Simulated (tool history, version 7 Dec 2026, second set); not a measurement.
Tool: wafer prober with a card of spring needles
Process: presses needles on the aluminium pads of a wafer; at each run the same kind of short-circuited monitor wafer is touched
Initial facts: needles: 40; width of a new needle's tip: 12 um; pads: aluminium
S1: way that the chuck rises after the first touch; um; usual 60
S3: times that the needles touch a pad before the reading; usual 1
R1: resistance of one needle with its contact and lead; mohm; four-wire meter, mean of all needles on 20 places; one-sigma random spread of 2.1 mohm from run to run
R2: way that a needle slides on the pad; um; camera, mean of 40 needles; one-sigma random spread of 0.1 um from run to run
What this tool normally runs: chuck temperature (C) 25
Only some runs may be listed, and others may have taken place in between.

{"run": 1, "day": 0.0, "S1": 60, "chuck temperature (C)": 25, "S3": 1, "R1": 279, "R2": 11.36}
{"day": 0.167, "done": "tips cleaned on abrasive film"}
{"day": 0.579, "done": "tips cleaned on abrasive film"}
{"day": 0.992, "done": "tips cleaned on abrasive film"}
{"day": 1.4, "done": "tips cleaned on abrasive film"}
{"run": 2, "day": 1.442, "S1": 60, "chuck temperature (C)": 25, "S3": 1, "R1": 249, "R2": 11.25}
{"day": 1.762, "done": "tips cleaned on abrasive film"}
{"day": 2.175, "done": "tips cleaned on abrasive film"}
{"run": 3, "day": 2.371, "S1": 60, "chuck temperature (C)": 25, "S3": 1, "R1": 287, "R2": 11.32}
{"day": 2.521, "done": "tips cleaned on abrasive film"}
{"day": 2.933, "done": "tips cleaned on abrasive film"}
{"day": 3.321, "done": "tips cleaned on abrasive film"}
{"day": 3.696, "done": "tips cleaned on abrasive film"}
{"run": 4, "day": 3.758, "S1": 60, "chuck temperature (C)": 25, "S3": 1, "R1": 257, "R2": 11.34}
{"day": 4.075, "done": "tips cleaned on abrasive film"}
{"day": 4.404, "done": "tips cleaned on abrasive film"}
{"day": 4.817, "done": "tips cleaned on abrasive film"}
{"run": 5, "day": 4.833, "S1": 60, "chuck temperature (C)": 25, "S3": 1, "R1": 244, "R2": 11.23}
{"day": 5.225, "done": "tips cleaned on abrasive film"}
{"day": 5.638, "done": "tips cleaned on abrasive film"}
{"run": 6, "day": 5.654, "S1": 72, "chuck temperature (C)": 25, "S3": 1, "R1": 243, "R2": 13.65}
{"day": 5.979, "done": "tips cleaned on abrasive film"}
{"day": 6.383, "done": "tips cleaned on abrasive film"}
{"run": 7, "day": 6.592, "S1": 72, "chuck temperature (C)": 25, "S3": 1, "R1": 270, "R2": 13.54}
{"day": 6.75, "done": "tips cleaned on abrasive film"}
{"day": 7.138, "done": "tips cleaned on abrasive film"}
{"run": 8, "day": 7.421, "S1": 60, "chuck temperature (C)": 25, "S3": 1, "R1": 304, "R2": 11.05}
{"day": 7.508, "done": "tips cleaned on abrasive film"}
{"day": 7.917, "done": "tips cleaned on abrasive film"}
{"day": 8.3, "done": "tips cleaned on abrasive film"}
{"run": 9, "day": 8.471, "S1": 60, "chuck temperature (C)": 25, "S3": 1, "R1": 290, "R2": 10.89}
{"day": 8.638, "done": "tips cleaned on abrasive film"}
{"day": 9.046, "done": "tips cleaned on abrasive film"}
{"day": 9.417, "done": "tips cleaned on abrasive film"}
{"run": 10, "day": 9.417, "S1": 60, "chuck temperature (C)": 64, "S3": 1, "R1": 252, "R2": 11}
{"day": 9.829, "done": "tips cleaned on abrasive film"}
{"day": 10.242, "done": "tips cleaned on abrasive film"}
{"day": 10.642, "done": "tips cleaned on abrasive film"}
{"run": 11, "day": 10.692, "S1": 60, "chuck temperature (C)": 25, "S3": 1, "R1": 256, "R2": 10.96}
{"day": 11.021, "done": "tips cleaned on abrasive film"}
{"day": 11.417, "done": "tips cleaned on abrasive film"}
{"run": 12, "day": 11.575, "S1": 60, "chuck temperature (C)": 25, "S3": 1, "R1": 283, "R2": 10.77}
{"day": 11.825, "done": "tips cleaned on abrasive film"}
{"day": 12.225, "done": "tips cleaned on abrasive film"}
{"run": 13, "day": 12.225, "S1": 50, "chuck temperature (C)": 25, "S3": 1, "R1": 254, "R2": 8.84}
{"day": 12.592, "done": "tips cleaned on abrasive film"}
{"day": 12.988, "done": "tips cleaned on abrasive film"}
{"day": 13.354, "done": "tips cleaned on abrasive film"}
{"run": 14, "day": 13.354, "S1": 50, "chuck temperature (C)": 25, "S3": 1, "R1": 247, "R2": 8.78}
{"day": 13.758, "done": "tips cleaned on abrasive film"}
{"day": 14.092, "done": "tips cleaned on abrasive film"}
{"day": 14.483, "done": "tips cleaned on abrasive film"}
{"run": 15, "day": 14.633, "S1": 54, "chuck temperature (C)": 25, "S3": 1, "R1": 301, "R2": 9.58}
{"day": 14.883, "done": "tips cleaned on abrasive film"}
{"day": 15.296, "done": "tips cleaned on abrasive film"}
{"day": 15.708, "done": "tips cleaned on abrasive film"}
{"run": 16, "day": 15.833, "S1": 78, "chuck temperature (C)": 25, "S3": 1, "R1": 257, "R2": 14.46}
{"day": 16.067, "done": "tips cleaned on abrasive film"}
{"day": 16.479, "done": "tips cleaned on abrasive film"}
{"run": 17, "day": 16.483, "S1": 60, "chuck temperature (C)": 25, "S3": 2, "R1": 243, "R2": 10.82}
{"day": 16.812, "done": "tips cleaned on abrasive film"}
{"day": 17.221, "done": "tips cleaned on abrasive film"}
{"run": 18, "day": 17.283, "S1": 57, "chuck temperature (C)": 43, "S3": 2, "R1": 261, "R2": 10.03}
{"day": 17.592, "done": "tips cleaned on abrasive film"}
{"day": 17.996, "done": "tips cleaned on abrasive film"}
{"run": 19, "day": 18.188, "S1": 66, "chuck temperature (C)": 79, "S3": 1, "R1": 293, "R2": 11.97}
{"day": 18.346, "done": "tips cleaned on abrasive film"}
{"day": 18.721, "done": "tips cleaned on abrasive film"}
{"run": 20, "day": 18.908, "S1": 47, "chuck temperature (C)": 25, "S3": 1, "R1": 341, "R2": 8}
{"day": 19.062, "done": "tips cleaned on abrasive film"}
{"day": 19.475, "done": "tips cleaned on abrasive film"}
{"day": 19.854, "done": "tips cleaned on abrasive film"}
{"run": 21, "day": 19.871, "S1": 47, "chuck temperature (C)": 61, "S3": 1, "R1": 272, "R2": 8.19}
{"day": 20.188, "done": "tips cleaned on abrasive film"}
{"day": 20.567, "done": "tips cleaned on abrasive film"}
{"day": 20.962, "done": "tips cleaned on abrasive film"}
{"day": 21.329, "done": "tips cleaned on abrasive film"}
{"run": 22, "day": 21.329, "S1": 47, "chuck temperature (C)": 61, "S3": 1, "R1": 263, "R2": 8.12}
{"day": 21.492, "done": "height of the first contact set anew"}
{"day": 21.733, "done": "tips cleaned on abrasive film"}
{"day": 22.112, "done": "tips cleaned on abrasive film"}
{"run": 23, "day": 22.296, "S1": 47, "chuck temperature (C)": 61, "S3": 1, "R1": 322, "R2": 9.35}
{"day": 22.454, "done": "tips cleaned on abrasive film"}
{"day": 22.858, "done": "tips cleaned on abrasive film"}
{"day": 23.192, "done": "tips cleaned on abrasive film"}
{"day": 23.6, "done": "tips cleaned on abrasive film"}
{"run": 24, "day": 23.708, "S1": 47, "chuck temperature (C)": 61, "S3": 1, "R1": 302, "R2": 9.34}
{"day": 24.004, "done": "tips cleaned on abrasive film"}
{"day": 24.408, "done": "tips cleaned on abrasive film"}
{"run": 25, "day": 24.692, "S1": 60, "chuck temperature (C)": 74, "S3": 1, "R1": 308, "R2": 11.86}
{"day": 24.779, "done": "tips cleaned on abrasive film"}
{"day": 25.183, "done": "tips cleaned on abrasive film"}
{"day": 25.588, "done": "tips cleaned on abrasive film"}
{"run": 26, "day": 25.725, "S1": 50, "chuck temperature (C)": 74, "S3": 1, "R1": 303, "R2": 9.75}

Expected results for the next run?
{"day": 25.958, "done": "tips cleaned on abrasive film"}
{"day": 26.362, "done": "tips cleaned on abrasive film"}
{"day": 26.75, "done": "tips cleaned on abrasive film"}
{"day": 27.154, "done": "tips cleaned on abrasive film"}
{"run": 27, "day": 27.179, "S1": 50, "chuck temperature (C)": 74, "S3": 1, "R1": "?", "R2": "?"}

R1: 268 mohm
R2: 9.73 um
On a tool with no hidden condition, and with the same random variation, this run would have come out at R1 246 mohm, R2 9.97 um.
